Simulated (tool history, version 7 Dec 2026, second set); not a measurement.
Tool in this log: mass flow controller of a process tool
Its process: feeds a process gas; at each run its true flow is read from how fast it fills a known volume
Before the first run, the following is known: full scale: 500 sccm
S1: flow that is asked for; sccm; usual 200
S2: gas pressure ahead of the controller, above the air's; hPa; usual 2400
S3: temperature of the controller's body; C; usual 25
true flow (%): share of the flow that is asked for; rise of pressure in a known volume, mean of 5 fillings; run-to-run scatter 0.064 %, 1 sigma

run 1 day=0.000 | S1=200 S2=2400 S3=25 | true_flow_(%)=99.43
run 2 day=5.650 | S1=200 S2=2400 S3=25 | true_flow_(%)=99.36
run 3 day=11.283 | S1=200 S2=2400 S3=25 | true_flow_(%)=99.21
run 4 day=20.038 | S1=200 S2=1820 S3=25 | true_flow_(%)=99.52
run 5 day=30.075 | S1=200 S2=1820 S3=25 | true_flow_(%)=99.61
run 6 day=37.412 | S1=134 S2=2400 S3=32 | true_flow_(%)=98.26
run 7 day=42.846 | S1=102 S2=1530 S3=25 | true_flow_(%)=99.54
run 8 day=55.758 | S1=102 S2=1530 S3=25 | true_flow_(%)=99.39
run 9 day=61.229 | S1=155 S2=1790 S3=25 | true_flow_(%)=99.24
run 10 day=67.371 | S1=282 S2=1790 S3=32 | true_flow_(%)=98.54

Some steps in true flow (%), run to run, broken into two amounts with sign: the step expected even without the hidden condition (settings, incoming material, random variation), and the rest, left for the hidden condition together with whatever gauge scatter is not in both the measured and the hidden-condition-free result:
What the log doesn't record here: flow at rest that the sensor doesn't see, % of full scale; true flow over the shown one, %; drift of the gauge itself on true_pct, %.
Run 5 -> 6: S1 200 -> 134, S2 1820 -> 2400, S3 25 -> 32. true flow (%) -1.35: hidden state -0.07, all else -1.28.
Run 7 -> 8: settings left as they were, no log entry in between. true flow (%) -0.15: hidden state -0.14, all else -0.01.
